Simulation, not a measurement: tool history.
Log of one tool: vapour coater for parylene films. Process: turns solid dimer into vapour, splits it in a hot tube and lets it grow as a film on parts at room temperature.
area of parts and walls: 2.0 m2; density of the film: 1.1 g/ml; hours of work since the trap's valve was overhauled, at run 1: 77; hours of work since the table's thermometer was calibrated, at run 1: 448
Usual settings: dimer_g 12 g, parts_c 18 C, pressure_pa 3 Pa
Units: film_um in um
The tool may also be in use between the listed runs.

run	hour	dimer_g	parts_c	pressure_pa	hours of work since the trap's valve was overhauled	hours of work since the table's thermometer was calibrated	film_um
1	0	12	18	3	77	448	4.25
2	19.1	12	25	3	91	463	3.68
3	39.7	12	18	3	107	479	4.35
4	66	12	18	3	127	498	4.31
5	80.9	10	18	3	138	510	3.58
6	94	10	22	3	148	520	3.32
7	120.1	10	22	3	168	539	3.37
8	142.6	10	28	3	185	556	3.01
9	157.5	10	28	3	196	568	3.06
10	171	12	18	3	206	578	4.32
11	182.5	12	18	3	215	587	4.36
12	206.6	12	18	3	233	605	4.33
13	220.6	14	18	3	244	615	4.98
14	246	14	18	3	263	635	4.93
# hour 260.4: trap's valve overhauled
15	265.8	14	29	3	4	647	4.07
16	284.2	14	29	3	18	661	4.1
17	310.1	12	18	4.29	38	680	4.14
18	322.3	12	25	3	47	689	3.79
19	335.6	12	18	3	57	700	4.29
20	357.4	12	18	3	73	716	4.32
21	371.8	12	18	3	84	727	4.37
22	387.3	12	18	3	96	739	4.3
23	406.7	12	18	3	111	753	4.31
24	429.9	12	18	6.91	128	771	3.9
25	452.4	10	18	6.03	145	788	3.24
26	477.9	10	18	6.03	165	807	3.29
27	498.2	6	29	3	180	823	1.76
28	514.6	7	16	3.17	192	835	2.64
29	538.1	12	12	3	210	853	4.81
30	562.9	14	18	3	229	872	5.02
31	582.6	14	18	3	244	887	5.06
32	604.7	7	24	2.69	261	903	2.31
# hour 621.8: trap's valve overhauled
33	627.6	12	17	3.86	4	918	4.23
34	640.4	7	11	8.39	14	927	2.54
35	664.2	12	18	7.14	32	945	3.89
36	688	10	27	8.03	50	963	2.69
37	702.9	10	27	8.03	61	975	2.72
38	725.6	18	18	2.82	79	992	6.61
39	747.1	14	26	2.48	95	1008	4.33
40	760.5	21	18	2.45	105	1018	7.76
41	782.4	10	23	4.19	122	1035	3.08
42	798	12	18	3	133	1047	4.3
43	819.4	12	18	3	150	1063	4.31
44	839.8	8	29	3.29	165	1078	2.29
45	859.2	6	19	6.63	180	1093	1.93
46	872.2	12	18	11.44	190	1103	3.63
47	886.4	6	18	2.76	200	1114	2.18

Forecast each of these 4 alternatives for the next run:
A	904.2	8	18	2.62	214	1127	?
B	904.2	7	11	3	214	1127	?
C	904.2	12	22	3	214	1127	?
D	904.2	20	11	6.39	214	1127	?

run	film_um
A	2.88
B	2.91
C	3.97
D	7.6
Without the tool's hidden state the same runs would have given:
run	film_um
A	2.88
B	2.91
C	3.97
D	7.61
